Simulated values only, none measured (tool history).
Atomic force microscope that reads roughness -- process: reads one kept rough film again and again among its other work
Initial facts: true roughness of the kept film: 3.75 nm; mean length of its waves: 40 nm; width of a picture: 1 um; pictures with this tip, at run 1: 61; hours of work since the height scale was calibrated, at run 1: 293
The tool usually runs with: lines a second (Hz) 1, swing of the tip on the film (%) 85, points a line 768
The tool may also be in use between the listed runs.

| run | day | lines a second (Hz) | swing of the tip on the film (%) | points a line | pictures with this tip | hours of work since the height scale was calibrated | roughness of the kept film (nm (root mean square)) |
|---|---|---|---|---|---|---|---|
| 1 | 0 | 1 | 85 | 768 | 61 | 293 | 3.391 |
| 2 | 0.317 | 1 | 85 | 768 | 76 | 299 | 3.353 |
| 3 | 0.704 | 1 | 85 | 768 | 94 | 306 | 3.382 |
| 4 | 0.925 | 1 | 85 | 768 | 104 | 310 | 3.377 |
| 5 | 1.312 | 1 | 85 | 768 | 122 | 317 | 3.356 |
| 6 | 1.533 | 1 | 85 | 768 | 132 | 321 | 3.406 |
| 7 | 1.862 | 1 | 85 | 768 | 147 | 328 | 3.387 |
| 8 | 2.2 | 1 | 81 | 768 | 163 | 334 | 3.421 |
| 9 | 2.467 | 1 | 81 | 768 | 175 | 339 | 3.418 |
| 10 | 2.829 | 1 | 81 | 768 | 192 | 346 | 3.389 |
| 11 | 3.117 | 1 | 85 | 768 | 206 | 351 | 3.399 |
|  | 3.25 | new tip fitted |
| 12 | 3.5 | 1 | 85 | 768 | 11 | 358 | 3.377 |
| 13 | 3.675 | 1 | 85 | 768 | 19 | 361 | 3.39 |
| 14 | 4.079 | 1 | 85 | 768 | 38 | 369 | 3.373 |
| 15 | 4.375 | 1 | 85 | 600 | 52 | 375 | 3.391 |
| 16 | 4.633 | 1.44 | 60 | 515 | 64 | 379 | 3.463 |
| 17 | 4.962 | 3.75 | 85 | 363 | 79 | 386 | 3.054 |
| 18 | 5.279 | 3.75 | 85 | 363 | 94 | 392 | 3.043 |
| 19 | 5.654 | 0.94 | 57 | 768 | 111 | 399 | 3.503 |
| 20 | 5.85 | 0.94 | 57 | 768 | 120 | 402 | 3.502 |
| 21 | 6.221 | 1.06 | 68 | 807 | 138 | 409 | 3.465 |
| 22 | 6.4 | 1.37 | 81 | 807 | 146 | 413 | 3.367 |

Alternative continuations, all from the tool just after run 22; predict every row:
| A | 6.783 | 1 | 84 | 768 | 164 | 420 | ? |
| B | 6.783 | 1.36 | 81 | 807 | 164 | 420 | ? |
| C | 6.783 | 3.44 | 60 | 322 | 164 | 420 | ? |
| D | 6.783 | 1.03 | 81 | 807 | 164 | 420 | ? |

| run | roughness of the kept film (nm (root mean square)) |
|---|---|
| A | 3.386 |
| B | 3.37 |
| C | 3.399 |
| D | 3.388 |
What these runs would have given with no unlogged condition in the tool:
| run | roughness of the kept film (nm (root mean square)) |
|---|---|
| A | 3.39 |
| B | 3.374 |
| C | 3.404 |
| D | 3.392 |

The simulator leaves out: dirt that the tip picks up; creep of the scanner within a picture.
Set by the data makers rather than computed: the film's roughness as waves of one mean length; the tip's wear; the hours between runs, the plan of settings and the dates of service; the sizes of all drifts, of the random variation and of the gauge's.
